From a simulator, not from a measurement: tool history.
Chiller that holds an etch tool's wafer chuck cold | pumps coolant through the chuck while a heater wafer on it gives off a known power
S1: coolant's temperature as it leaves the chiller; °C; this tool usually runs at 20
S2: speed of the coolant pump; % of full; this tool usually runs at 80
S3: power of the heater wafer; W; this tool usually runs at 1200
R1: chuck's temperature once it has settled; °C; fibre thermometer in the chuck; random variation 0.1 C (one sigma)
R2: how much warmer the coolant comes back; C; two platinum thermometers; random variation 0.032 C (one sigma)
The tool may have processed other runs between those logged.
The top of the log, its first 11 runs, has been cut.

run 12 hour=708.9 | S1=12 S2=80 S3=1200 | R1=25.4 R2=3.28
run 13 hour=746.1 | S1=12 S2=80 S3=1200 | R1=25.5 R2=3.35
run 14 hour=806.2 | S1=20 S2=80 S3=1200 | R1=33.5 R2=3.28
run 15 hour=880.1 | S1=20 S2=80 S3=1200 | R1=33.5 R2=3.41
run 16 hour=917 | S1=20 S2=80 S3=1665 | R1=38.8 R2=4.76
run 17 hour=986.9 | S1=29 S2=85 S3=1200 | R1=41.8 R2=3.13
run 18 hour=1065.4 | S1=29 S2=85 S3=1200 | R1=41.8 R2=3.12
run 19 hour=1133.6 | S1=29 S2=85 S3=1200 | R1=41.9 R2=3.16
run 20 hour=1193.8 | S1=29 S2=85 S3=1200 | R1=41.9 R2=3.11
run 21 hour=1268 | S1=20 S2=94 S3=1200 | R1=32.1 R2=2.8
run 22 hour=1343.4 | S1=15 S2=80 S3=1114 | R1=27.5 R2=3.06
run 23 hour=1401.4 | S1=15 S2=80 S3=1114 | R1=27.4 R2=3.08
run 24 hour=1474 | S1=15 S2=80 S3=1114 | R1=27.3 R2=3.03
run 25 hour=1539.9 | S1=19 S2=80 S3=903 | R1=29.2 R2=2.49
run 26 hour=1605.1 | S1=19 S2=80 S3=903 | R1=29.3 R2=2.45
run 27 hour=1657.2 | S1=12 S2=82 S3=720 | R1=19.9 R2=1.86
run 28 hour=1691.4 | S1=12 S2=82 S3=720 | R1=19.8 R2=1.92
run 29 hour=1727.9 | S1=14 S2=60 S3=916 | R1=26.5 R2=3.34
run 30 hour=1787.8 | S1=11 S2=95 S3=834 | R1=19.1 R2=1.82
run 31 hour=1861.7 | S1=11 S2=95 S3=834 | R1=19.2 R2=1.87

3 ways to go on from here, each from the tool as it stands after run 31. What would each give?
run A hour=1922.5 | S1=11 S2=61 S3=834 | R1=? R2=?
run B hour=1922.5 | S1=12 S2=70 S3=660 | R1=? R2=?
run C hour=1922.5 | S1=10 S2=68 S3=1477 | R1=? R2=?

run=A R1=22.3 R2=3.02
run=B R1=20.2 R2=2
run=C R1=28.6 R2=4.81
Take away the tool's hidden state, keep each run's random variation, and the runs would have read:
run=A R1=22.3 R2=3.18
run=B R1=20.2 R2=2.15
run=C R1=28.5 R2=4.96
